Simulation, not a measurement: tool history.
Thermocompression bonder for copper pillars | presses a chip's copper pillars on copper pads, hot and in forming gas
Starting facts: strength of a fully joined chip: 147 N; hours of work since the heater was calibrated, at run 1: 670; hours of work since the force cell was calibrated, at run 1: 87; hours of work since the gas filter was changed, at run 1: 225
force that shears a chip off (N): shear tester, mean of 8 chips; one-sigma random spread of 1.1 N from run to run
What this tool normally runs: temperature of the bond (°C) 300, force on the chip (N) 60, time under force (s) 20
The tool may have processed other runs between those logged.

run    day  temperature of the bond (°C)  force on the chip (N)  time under force (s)  hours of work since the heater was calibrated  hours of work since the force cell was calibrated  hours of work since the gas filter was changed  force that shears a chip off (N)
  1  0.000                           300                     60                    20                                            670                                                 87                                             225                              81.8
  2  0.312                           300                     60                    20                                            674                                                 91                                             229                              82.4
  3  0.675                           300                     60                    20                                            678                                                 95                                             233                              80.3
  4  1.258                           300                     60                    20                                            685                                                102                                             240                              81.7
  5  1.821                           300                     60                    20                                            692                                                109                                             247                              79.6
  6  2.171                           300                     60                    20                                            696                                                113                                             251                              79.5
     2.508  -- forming gas filter changed
  7  2.517                           300                     83                    20                                            700                                                117                                               0                             108.3
  8  2.850                           300                     60                    20                                            704                                                121                                               4                              86.4
  9  3.421                           288                     60                    20                                            711                                                128                                              11                              80.1
 10  3.683                           288                     60                    20                                            714                                                131                                              14                              78.1
 11  4.292                           288                     57                    38                                            721                                                138                                              21                              89.6
 12  4.908                           319                     89                    37                                            728                                                145                                              28                             136.7
 13  5.467                           318                     39                    15                                            735                                                152                                              35                              67.4
 14  5.975                           280                     46                    21                                            741                                                158                                              41                              57.1
 15  6.492                           280                     85                    20                                            747                                                164                                              47                              92.5
 16  6.862                           280                     85                    20                                            752                                                169                                              52                              92.7
 17  7.171                           321                     40                    20                                            755                                                172                                              55                              76.4
 18  7.679                           321                     40                    20                                            761                                                178                                              61                              75.4
 19  8.029                           321                     40                    20                                            765                                                182                                              65                              75.9

The same runs without the tool's hidden state, with the same run-to-run variation:
Hidden conditions of the tool in this case: true temperature of the bond over the reading, C; force that reaches the chip, % of what is set; oxide that the forming gas leaves, % of the face; drift of the gauge itself on shear_n, %.
run  force that shears a chip off (N)
  1                              93.2
  2                              94.1
  3                              92.0
  4                              93.9
  5                              91.8
  6                              91.7
  7                             112.5
  8                              91.0
  9                              85.2
 10                              83.2
 11                              95.1
 12                             140.2
 13                              72.5
 14                              62.4
 15                              99.3
 16                              99.8
 17                              82.5
 18                              81.7
 19                              82.3
